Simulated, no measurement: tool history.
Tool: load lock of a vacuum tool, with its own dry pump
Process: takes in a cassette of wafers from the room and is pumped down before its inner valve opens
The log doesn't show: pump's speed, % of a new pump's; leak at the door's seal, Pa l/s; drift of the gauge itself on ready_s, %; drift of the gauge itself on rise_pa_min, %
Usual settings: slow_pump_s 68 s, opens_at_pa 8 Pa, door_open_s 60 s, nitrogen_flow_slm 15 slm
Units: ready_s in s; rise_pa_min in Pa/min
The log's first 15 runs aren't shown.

run	hour	slow_pump_s	opens_at_pa	door_open_s	nitrogen_flow_slm	hours that the pump has run since its overhaul	times that the door has closed on its seal	incoming humidity of the room's air, %	ready_s	rise_pa_min
# hour 7757.7: dry pump taken out, an overhauled one fitted
16	7930.2	68	8	124	15	173	20198	47.1	123.4	0.168
17	8358.6	68	8	124	15	601	20690	46.6	123.3	0.172
18	8748.4	68	8	124	15	991	21137	47.5	124.9	0.169
19	9434.4	68	8	124	15	1677	21923	43.9	124.3	0.181
20	9963.0	68	8	124	9	2205	22529	45.5	124.7	0.189
21	10613.1	68	8	124	9	2855	23275	46.7	126.3	0.201
22	10998.0	68	8	124	16	3240	23716	47.0	126.3	0.196
23	11418.9	109	8	60	9	3661	24199	43.8	157.4	0.210
24	11972.0	109	8	60	9	4214	24833	42.4	157.6	0.220
25	12449.7	109	8	60	9	4692	25381	41.9	155.8	0.217
26	12807.4	68	8	57	13	5050	25791	49.6	129.4	0.225
27	13435.7	44	7	58	15	5678	26511	45.6	112.4	0.233
28	14098.5	85	8	60	16	6341	27271	44.8	142.0	0.243
29	14724.1	85	8	60	16	6966	27988	45.1	143.4	0.253
30	15334.0	68	8	61	15	7576	28688	43.7	130.5	0.260
31	15682.3	68	8	61	15	7925	29087	49.1	132.2	0.269
32	16362.2	35	8	68	28	8604	29867	43.1	108.1	0.279
33	17049.3	130	8	68	28	9292	30655	44.7	178.5	0.283
34	17395.6	116	12	88	10	9638	31051	44.3	164.5	0.304
35	17967.7	64	10	89	15	10210	31707	47.1	130.4	0.312
36	18299.5	58	16	60	11	10542	32088	45.3	122.1	0.323
37	18862.1	68	12	60	15	11104	32733	48.7	132.9	0.333
38	19501.4	68	11	60	15	11744	33466	42.8	134.7	0.332

3 ways to go on from here, each from the tool as it stands after run 38. What would each give?
# hour 19968.9: dry pump taken out, an overhauled one fitted
A	20011.0	68	11	44	15	42	34043	44.3	?	?
# hour 19968.9: dry pump taken out, an overhauled one fitted
B	20011.0	68	11	60	9	42	34043	43.7	?	?
# hour 19968.9: dry pump taken out, an overhauled one fitted
C	20011.0	68	8	60	41	42	34043	47.4	?	?

run	ready_s	rise_pa_min
A	120.9	0.345
B	119.7	0.353
C	122.7	0.349
Without the tool's hidden state the same runs would have given:
run	ready_s	rise_pa_min
A	121.1	0.006
B	119.9	0.017
C	123.0	0.014

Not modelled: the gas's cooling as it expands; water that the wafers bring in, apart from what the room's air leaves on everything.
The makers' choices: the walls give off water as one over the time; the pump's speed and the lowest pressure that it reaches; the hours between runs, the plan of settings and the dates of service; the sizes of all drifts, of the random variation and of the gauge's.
